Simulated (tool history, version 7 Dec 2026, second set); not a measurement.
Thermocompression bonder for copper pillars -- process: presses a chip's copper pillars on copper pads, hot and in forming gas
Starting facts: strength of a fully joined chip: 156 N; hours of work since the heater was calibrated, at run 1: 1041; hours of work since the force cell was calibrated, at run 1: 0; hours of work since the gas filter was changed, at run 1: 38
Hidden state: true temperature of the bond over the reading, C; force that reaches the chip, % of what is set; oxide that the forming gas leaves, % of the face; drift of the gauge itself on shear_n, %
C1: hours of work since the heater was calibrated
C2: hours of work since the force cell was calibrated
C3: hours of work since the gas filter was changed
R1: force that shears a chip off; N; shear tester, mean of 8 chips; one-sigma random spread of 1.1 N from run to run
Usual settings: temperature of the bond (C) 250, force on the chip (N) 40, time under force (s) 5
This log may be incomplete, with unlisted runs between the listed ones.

run 1 hour=0.0 | temperature_of_the_bond_(C)=250 force_on_the_chip_(N)=40 time_under_force_(s)=5 | C1=1041 C2=0 C3=38 | R1=104.7
run 2 hour=54.4 | temperature_of_the_bond_(C)=250 force_on_the_chip_(N)=40 time_under_force_(s)=5 | C1=1067 C2=26 C3=64 | R1=102.9
run 3 hour=124.3 | temperature_of_the_bond_(C)=250 force_on_the_chip_(N)=40 time_under_force_(s)=5 | C1=1100 C2=60 C3=97 | R1=102.5
run 4 hour=163.9 | temperature_of_the_bond_(C)=250 force_on_the_chip_(N)=37 time_under_force_(s)=5 | C1=1119 C2=79 C3=116 | R1=99.2
run 5 hour=232.1 | temperature_of_the_bond_(C)=250 force_on_the_chip_(N)=37 time_under_force_(s)=5 | C1=1152 C2=111 C3=149 | R1=99.8
run 6 hour=271.0 | temperature_of_the_bond_(C)=250 force_on_the_chip_(N)=24 time_under_force_(s)=5 | C1=1171 C2=130 C3=168 | R1=72.4
run 7 hour=303.4 | temperature_of_the_bond_(C)=240 force_on_the_chip_(N)=26 time_under_force_(s)=3 | C1=1186 C2=145 C3=183 | R1=53.7
run 8 hour=336.0 | temperature_of_the_bond_(C)=250 force_on_the_chip_(N)=60 time_under_force_(s)=5 | C1=1202 C2=161 C3=199 | R1=123.3
run 9 hour=409.6 | temperature_of_the_bond_(C)=258 force_on_the_chip_(N)=34 time_under_force_(s)=5 | C1=1237 C2=196 C3=234 | R1=102.6
run 10 hour=489.4 | temperature_of_the_bond_(C)=237 force_on_the_chip_(N)=32 time_under_force_(s)=4 | C1=1275 C2=234 C3=272 | R1=69.4
-- hour=526.8 heater calibrated with a thermocouple chip
run 11 hour=557.4 | temperature_of_the_bond_(C)=250 force_on_the_chip_(N)=34 time_under_force_(s)=3 | C1=15 C2=266 C3=304 | R1=70.7
run 12 hour=629.2 | temperature_of_the_bond_(C)=255 force_on_the_chip_(N)=27 time_under_force_(s)=9 | C1=49 C2=300 C3=338 | R1=92.9

What would each run have given without the hidden state, its run-to-run variation left as it was?
run=1 R1=98.5
run=2 R1=96.9
run=3 R1=96.7
run=4 R1=93.3
run=5 R1=94.0
run=6 R1=67.0
run=7 R1=48.9
run=8 R1=119.7
run=9 R1=97.6
run=10 R1=63.9
run=11 R1=72.6
run=12 R1=95.8
